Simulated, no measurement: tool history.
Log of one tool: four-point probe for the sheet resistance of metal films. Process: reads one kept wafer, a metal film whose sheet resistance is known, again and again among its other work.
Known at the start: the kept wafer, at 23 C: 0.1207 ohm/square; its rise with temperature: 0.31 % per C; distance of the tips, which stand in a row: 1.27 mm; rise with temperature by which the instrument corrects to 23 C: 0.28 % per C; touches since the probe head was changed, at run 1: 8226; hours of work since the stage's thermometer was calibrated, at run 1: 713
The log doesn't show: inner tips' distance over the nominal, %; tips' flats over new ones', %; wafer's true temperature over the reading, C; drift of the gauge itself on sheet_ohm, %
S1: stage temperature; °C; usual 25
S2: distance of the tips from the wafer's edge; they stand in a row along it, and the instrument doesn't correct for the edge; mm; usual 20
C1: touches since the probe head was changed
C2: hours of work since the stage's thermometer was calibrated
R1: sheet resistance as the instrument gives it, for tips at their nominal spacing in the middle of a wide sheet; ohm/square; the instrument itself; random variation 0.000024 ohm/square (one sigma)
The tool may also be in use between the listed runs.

{"run": 1, "day": 0.0, "S1": 25, "S2": 20, "C1": 8226, "C2": 713, "R1": 0.121097}
{"run": 2, "day": 1.158, "S1": 23, "S2": 20, "C1": 8768, "C2": 730, "R1": 0.121016}
{"run": 3, "day": 1.883, "S1": 23, "S2": 20, "C1": 9108, "C2": 740, "R1": 0.120947}
{"run": 4, "day": 3.404, "S1": 25, "S2": 63, "C1": 9822, "C2": 762, "R1": 0.120858}
{"run": 5, "day": 4.988, "S1": 25, "S2": 58, "C1": 10565, "C2": 785, "R1": 0.120836}
{"run": 6, "day": 6.188, "S1": 29, "S2": 20, "C1": 11126, "C2": 802, "R1": 0.121201}
{"run": 7, "day": 7.621, "S1": 29, "S2": 20, "C1": 11798, "C2": 822, "R1": 0.121215}
{"run": 8, "day": 8.9, "S1": 29, "S2": 20, "C1": 12399, "C2": 841, "R1": 0.121176}
{"run": 9, "day": 10.3, "S1": 29, "S2": 20, "C1": 13056, "C2": 861, "R1": 0.121116}
{"run": 10, "day": 11.667, "S1": 21, "S2": 20, "C1": 13695, "C2": 880, "R1": 0.120894}
{"run": 11, "day": 13.262, "S1": 21, "S2": 20, "C1": 14445, "C2": 903, "R1": 0.120904}
{"run": 12, "day": 14.058, "S1": 21, "S2": 20, "C1": 14817, "C2": 915, "R1": 0.12086}
{"run": 13, "day": 15.596, "S1": 21, "S2": 20, "C1": 15538, "C2": 937, "R1": 0.120893}
{"run": 14, "day": 16.462, "S1": 27, "S2": 20, "C1": 15944, "C2": 949, "R1": 0.121056}
{"run": 15, "day": 18.017, "S1": 20, "S2": 4, "C1": 16674, "C2": 971, "R1": 0.126686}
{"run": 16, "day": 19.233, "S1": 25, "S2": 14, "C1": 17243, "C2": 989, "R1": 0.121189}
{"run": 17, "day": 20.117, "S1": 28, "S2": 14, "C1": 17657, "C2": 1001, "R1": 0.121339}
{"run": 18, "day": 21.008, "S1": 28, "S2": 14, "C1": 18075, "C2": 1014, "R1": 0.121369}
{"run": 19, "day": 21.983, "S1": 33, "S2": 5, "C1": 18532, "C2": 1028, "R1": 0.125007}
{"run": 20, "day": 23.329, "S1": 33, "S2": 5, "C1": 19163, "C2": 1047, "R1": 0.125005}
{"run": 21, "day": 24.354, "S1": 33, "S2": 5, "C1": 19644, "C2": 1062, "R1": 0.12502}
{"run": 22, "day": 25.062, "S1": 22, "S2": 15, "C1": 19977, "C2": 1072, "R1": 0.121047}
{"run": 23, "day": 26.567, "S1": 22, "S2": 15, "C1": 20682, "C2": 1094, "R1": 0.120982}
{"run": 24, "day": 28.204, "S1": 22, "S2": 15, "C1": 21448, "C2": 1117, "R1": 0.121028}
{"run": 25, "day": 29.5, "S1": 22, "S2": 5, "C1": 22057, "C2": 1136, "R1": 0.124556}
{"run": 26, "day": 30.771, "S1": 25, "S2": 11, "C1": 22652, "C2": 1154, "R1": 0.121498}
{"run": 27, "day": 31.55, "S1": 20, "S2": 6, "C1": 23016, "C2": 1165, "R1": 0.123304}

Some steps in R1 between neighbouring runs. How much of each would the tool show without its hidden state too (settings, what came in, random variation), and how much is left for the hidden state, with any gauge scatter that isn't in both results?
Run 14 -> 15: S1 27 -> 20, S2 20 -> 4. R1 +0.00563 ohm/square: hidden state -0.000011, all else +0.005641.
Run 15 -> 16: S1 20 -> 25, S2 4 -> 14. R1 -0.005497 ohm/square: hidden state -0.000005, all else -0.005492.
Run 24 -> 25: S2 15 -> 5. R1 +0.003528 ohm/square: hidden state -0.000012, all else +0.00354.
